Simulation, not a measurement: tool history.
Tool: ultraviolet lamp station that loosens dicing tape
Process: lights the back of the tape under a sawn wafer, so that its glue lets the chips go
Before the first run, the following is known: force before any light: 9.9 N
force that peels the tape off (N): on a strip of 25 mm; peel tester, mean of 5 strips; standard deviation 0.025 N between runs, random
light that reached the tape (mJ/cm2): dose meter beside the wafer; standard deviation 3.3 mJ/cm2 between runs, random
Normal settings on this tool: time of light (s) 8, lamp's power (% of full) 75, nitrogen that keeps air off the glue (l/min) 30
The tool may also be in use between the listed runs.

| run | hour | time of light (s) | lamp's power (% of full) | nitrogen that keeps air off the glue (l/min) | force that peels the tape off (N) | light that reached the tape (mJ/cm2) |
|---|---|---|---|---|---|---|
| 1 | 0 | 8 | 75 | 30 | 1.565 | 460 |
| 2 | 9.9 | 8 | 75 | 30 | 1.583 | 462 |
| 3 | 23 | 8 | 75 | 30 | 1.597 | 456 |
| 4 | 31.4 | 9 | 75 | 30 | 1.322 | 511 |
| 5 | 44.5 | 5 | 75 | 30 | 3.038 | 283 |
| 6 | 56 | 8 | 75 | 30 | 1.617 | 448 |
|  | 57.7 | window cleaned of glue's vapour |
| 7 | 69.8 | 8 | 75 | 30 | 1.771 | 423 |
| 8 | 80.1 | 8 | 75 | 30 | 1.801 | 415 |
| 9 | 94.6 | 8 | 75 | 30 | 1.891 | 416 |
| 10 | 103.8 | 8 | 75 | 24 | 2.08 | 410 |
|  | 117.2 | window cleaned of glue's vapour, once more |
| 11 | 119.6 | 8 | 75 | 12 | 2.3 | 505 |
| 12 | 133.5 | 8 | 75 | 12 | 2.299 | 505 |
| 13 | 146.3 | 15 | 87 | 17 | 0.394 | 1088 |

Run 14 has not been measured yet. What should we expect?
| 14 | 161.8 | 15 | 87 | 17 | ? | ? |

{"run 14": {"force that peels the tape off (N)": 0.4, "light that reached the tape (mJ/cm2)": 1089}}
Take away the tool's hidden state, keep the run-to-run variation as it was, and the same run would have given force that peels the tape off (N) 0.354, light that reached the tape (mJ/cm2) 1152.

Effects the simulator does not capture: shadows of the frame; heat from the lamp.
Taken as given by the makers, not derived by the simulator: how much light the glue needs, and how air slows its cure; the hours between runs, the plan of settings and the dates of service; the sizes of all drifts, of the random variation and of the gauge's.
